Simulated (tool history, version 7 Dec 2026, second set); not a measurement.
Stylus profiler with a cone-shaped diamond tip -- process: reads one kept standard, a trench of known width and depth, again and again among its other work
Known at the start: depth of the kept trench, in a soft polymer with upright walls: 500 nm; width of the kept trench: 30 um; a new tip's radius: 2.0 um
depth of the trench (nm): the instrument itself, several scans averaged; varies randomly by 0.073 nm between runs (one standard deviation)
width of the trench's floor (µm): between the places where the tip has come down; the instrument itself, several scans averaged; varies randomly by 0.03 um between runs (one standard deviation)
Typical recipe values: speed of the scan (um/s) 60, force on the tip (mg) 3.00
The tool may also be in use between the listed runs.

run	hour	speed of the scan (um/s)	force on the tip (mg)	depth of the trench (nm)	width of the trench's floor (µm)
1	0.0	60	3.00	508.63	26.69
2	76.4	60	8.94	518.58	26.82
3	166.6	60	3.00	508.55	26.68
4	306.9	98	3.00	508.51	26.48
5	400.2	50	3.00	508.48	26.65
6	483.4	50	3.00	508.40	26.60
7	578.7	50	2.21	506.62	26.55
8	680.3	60	1.65	505.21	26.42
# hour 687.9: height scale calibrated on a step standard
9	790.7	60	1.65	504.98	26.43
10	889.3	60	1.65	504.90	26.36
11	1026.0	60	4.43	510.48	26.51
12	1129.6	78	2.82	507.30	26.27

Run 13 comes next. What will it give?
13	1234.6	78	2.82	?	?

{"run 13": {"depth of the trench (nm)": 507.26, "width of the trench's floor (µm)": 26.28}}
On a tool with no hidden condition, and with the same random variation, this run would have come out at depth of the trench (nm) 508.74, width of the trench's floor (µm) 26.98.

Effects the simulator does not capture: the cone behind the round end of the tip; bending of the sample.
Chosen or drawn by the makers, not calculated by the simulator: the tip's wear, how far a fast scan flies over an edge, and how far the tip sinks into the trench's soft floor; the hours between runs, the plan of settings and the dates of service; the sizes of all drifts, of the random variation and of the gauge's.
